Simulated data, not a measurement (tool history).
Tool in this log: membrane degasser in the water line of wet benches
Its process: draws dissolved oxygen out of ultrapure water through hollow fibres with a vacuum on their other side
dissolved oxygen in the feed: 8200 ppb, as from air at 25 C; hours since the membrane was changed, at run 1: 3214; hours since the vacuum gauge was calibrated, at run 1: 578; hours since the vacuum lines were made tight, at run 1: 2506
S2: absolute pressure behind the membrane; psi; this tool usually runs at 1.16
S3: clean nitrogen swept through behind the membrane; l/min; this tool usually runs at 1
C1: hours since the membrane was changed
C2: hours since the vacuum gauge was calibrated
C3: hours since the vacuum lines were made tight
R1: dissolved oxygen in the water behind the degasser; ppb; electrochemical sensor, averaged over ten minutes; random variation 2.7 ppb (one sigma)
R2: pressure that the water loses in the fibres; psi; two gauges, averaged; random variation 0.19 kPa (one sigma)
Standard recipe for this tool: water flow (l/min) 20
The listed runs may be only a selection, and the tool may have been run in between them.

run 1 hour=0 | water_flow_(l/min)=20 S2=1.16 S3=1 | C1=3214 C2=578 C3=2506 | R1=283.6 R2=5.684
run 2 hour=92.9 | water_flow_(l/min)=20 S2=1.16 S3=1 | C1=3307 C2=671 C3=2599 | R1=284.7 R2=5.617
run 3 hour=231.6 | water_flow_(l/min)=20 S2=1.343 S3=1 | C1=3446 C2=810 C3=2738 | R1=340.6 R2=5.62
run 4 hour=348.7 | water_flow_(l/min)=20 S2=1.343 S3=1 | C1=3563 C2=927 C3=2855 | R1=342 R2=5.625
run 5 hour=412.1 | water_flow_(l/min)=15 S2=1.16 S3=1 | C1=3626 C2=991 C3=2919 | R1=186.7 R2=4.229
run 6 hour=551.9 | water_flow_(l/min)=20 S2=2.135 S3=1 | C1=3766 C2=1130 C3=3058 | R1=550.4 R2=5.662
run 7 hour=671.2 | water_flow_(l/min)=20 S2=2.135 S3=1 | C1=3886 C2=1250 C3=3178 | R1=568.7 R2=5.656
run 8 hour=739.2 | water_flow_(l/min)=20 S2=2.135 S3=1 | C1=3954 C2=1318 C3=3246 | R1=561 R2=5.652
run 9 hour=829.1 | water_flow_(l/min)=20 S2=1.16 S3=0.57 | C1=4043 C2=1408 C3=3336 | R1=408.4 R2=5.603
-- hour=836.4 vacuum gauge calibrated
run 10 hour=939 | water_flow_(l/min)=20 S2=1.16 S3=0.57 | C1=4153 C2=103 C3=3445 | R1=423.8 R2=5.7
run 11 hour=1045.4 | water_flow_(l/min)=20 S2=1.16 S3=0.57 | C1=4259 C2=209 C3=3551 | R1=409.3 R2=5.684
run 12 hour=1139.5 | water_flow_(l/min)=20 S2=1.16 S3=0.57 | C1=4353 C2=303 C3=3645 | R1=420.7 R2=5.677
run 13 hour=1212 | water_flow_(l/min)=20 S2=1.16 S3=0.57 | C1=4426 C2=376 C3=3718 | R1=422.1 R2=5.693
run 14 hour=1309.1 | water_flow_(l/min)=20 S2=1.16 S3=0.57 | C1=4523 C2=473 C3=3815 | R1=410 R2=5.694
run 15 hour=1377.8 | water_flow_(l/min)=20 S2=2.422 S3=1 | C1=4592 C2=541 C3=3884 | R1=640 R2=5.71
-- hour=1474.9 vacuum gauge calibrated, once more
run 16 hour=1521.5 | water_flow_(l/min)=20 S2=2.422 S3=1 | C1=4735 C2=47 C3=4027 | R1=642.6 R2=5.696
run 17 hour=1668.4 | water_flow_(l/min)=20 S2=1.16 S3=0.99 | C1=4882 C2=193 C3=4174 | R1=287.9 R2=5.732
run 18 hour=1807.7 | water_flow_(l/min)=20 S2=1.16 S3=0.99 | C1=5021 C2=333 C3=4313 | R1=284.7 R2=5.687
run 19 hour=1959 | water_flow_(l/min)=20 S2=1.826 S3=1 | C1=5172 C2=484 C3=4464 | R1=484.7 R2=5.732
run 20 hour=2029.1 | water_flow_(l/min)=20 S2=0.737 S3=1 | C1=5242 C2=554 C3=4535 | R1=166.8 R2=5.7
run 21 hour=2121.1 | water_flow_(l/min)=26 S2=0.962 S3=0.82 | C1=5334 C2=646 C3=4627 | R1=412.6 R2=7.461
run 22 hour=2184 | water_flow_(l/min)=20 S2=1.16 S3=2.67 | C1=5397 C2=709 C3=4690 | R1=165.5 R2=5.712
-- hour=2206.9 seals of the vacuum lines changed
run 23 hour=2295.4 | water_flow_(l/min)=30 S2=1.846 S3=1 | C1=5507 C2=818 C3=88 | R1=834.8 R2=8.602
run 24 hour=2400.1 | water_flow_(l/min)=16 S2=1.371 S3=0.49 | C1=5611 C2=923 C3=193 | R1=443.3 R2=4.599
run 25 hour=2470.9 | water_flow_(l/min)=13 S2=2.366 S3=1.48 | C1=5682 C2=994 C3=264 | R1=278 R2=3.759
run 26 hour=2550.1 | water_flow_(l/min)=13 S2=2.366 S3=1.48 | C1=5761 C2=1073 C3=343 | R1=278.8 R2=3.722
run 27 hour=2662.4 | water_flow_(l/min)=13 S2=2.366 S3=1.48 | C1=5874 C2=1185 C3=456 | R1=282.4 R2=3.765
run 28 hour=2787 | water_flow_(l/min)=29 S2=2.656 S3=0.4 | C1=5998 C2=1310 C3=580 | R1=1824.7 R2=8.343
run 29 hour=2877.4 | water_flow_(l/min)=22 S2=0.834 S3=1 | C1=6089 C2=1401 C3=671 | R1=241.6 R2=6.315
run 30 hour=2961.3 | water_flow_(l/min)=22 S2=0.834 S3=1 | C1=6173 C2=1484 C3=754 | R1=240.7 R2=6.328
run 31 hour=3033.5 | water_flow_(l/min)=22 S2=0.834 S3=1 | C1=6245 C2=1557 C3=827 | R1=241.3 R2=6.353

4 ways to go on from here, each from the tool as it stands after run 31. What would each give?
run A hour=3114.7 | water_flow_(l/min)=13 S2=1.16 S3=1 | C1=6326 C2=1638 C3=908 | R1=? R2=?
run B hour=3114.7 | water_flow_(l/min)=22 S2=0.834 S3=2.92 | C1=6326 C2=1638 C3=908 | R1=? R2=?
run C hour=3114.7 | water_flow_(l/min)=17 S2=2.251 S3=0.55 | C1=6326 C2=1638 C3=908 | R1=? R2=?
run D hour=3114.7 | water_flow_(l/min)=18 S2=0.834 S3=1.61 | C1=6326 C2=1638 C3=908 | R1=? R2=?

run=A R1=156.5 R2=3.768
run=B R1=165.5 R2=6.373
run=C R1=779.2 R2=4.905
run=D R1=123.9 R2=5.149
The same runs, with their run-to-run variation unchanged, on a tool lacking any hidden condition would have given:
run=A R1=149.3 R2=3.597
run=B R1=141.7 R2=6.083
run=C R1=763.5 R2=4.682
run=D R1=108.9 R2=4.915
